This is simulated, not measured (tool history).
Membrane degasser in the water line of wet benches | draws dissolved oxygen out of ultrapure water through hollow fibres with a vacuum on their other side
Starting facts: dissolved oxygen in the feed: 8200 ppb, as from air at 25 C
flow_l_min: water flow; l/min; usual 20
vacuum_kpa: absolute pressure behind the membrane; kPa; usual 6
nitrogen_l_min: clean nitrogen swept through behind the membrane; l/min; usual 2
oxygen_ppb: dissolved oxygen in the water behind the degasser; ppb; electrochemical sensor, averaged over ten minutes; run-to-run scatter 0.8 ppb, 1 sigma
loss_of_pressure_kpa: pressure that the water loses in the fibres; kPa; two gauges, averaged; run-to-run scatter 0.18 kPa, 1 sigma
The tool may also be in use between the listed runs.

run	hour	flow_l_min	vacuum_kpa	nitrogen_l_min	oxygen_ppb	loss_of_pressure_kpa
1	0	20	6	2	81.6	34.6
2	69	20	12.83	2	238	34.68
3	185.2	20	12.83	2	236.8	34.61
4	281.7	20	6	2	79.9	34.87
# hour 295.2: vacuum gauge calibrated
5	379.7	20	6	2	82.6	34.68
6	523	30	6	2	169.1	52.31
# hour 630.9: vacuum gauge calibrated, once more
7	659.1	30	6	2	161.4	52.14
8	777.7	28	9.89	1.69	291.6	48.68
9	919.6	28	4.1	1.69	84.5	48.94
10	1022.3	28	4.1	1.69	86.3	48.96
11	1100.7	28	4.1	1.69	86.6	48.92
12	1221.2	17	6.53	4.9	33	29.64

Predict each of these 4 candidate next runs independently; none follows another, all start after run 12:
A	1297.5	28	6.53	2.73	?	?
B	1297.5	25	9.59	2.68	?	?
C	1297.5	15	4.03	1.2	?	?
D	1297.5	16	14.08	1.3	?	?

run	oxygen_ppb	loss_of_pressure_kpa
A	132.6	49.12
B	169.3	43.56
C	28	26.27
D	306	27.8
What these runs would have given with no unlogged condition in the tool:
run	oxygen_ppb	loss_of_pressure_kpa
A	127.3	48.47
B	165.1	42.98
C	25.5	25.93
D	302.3	27.43
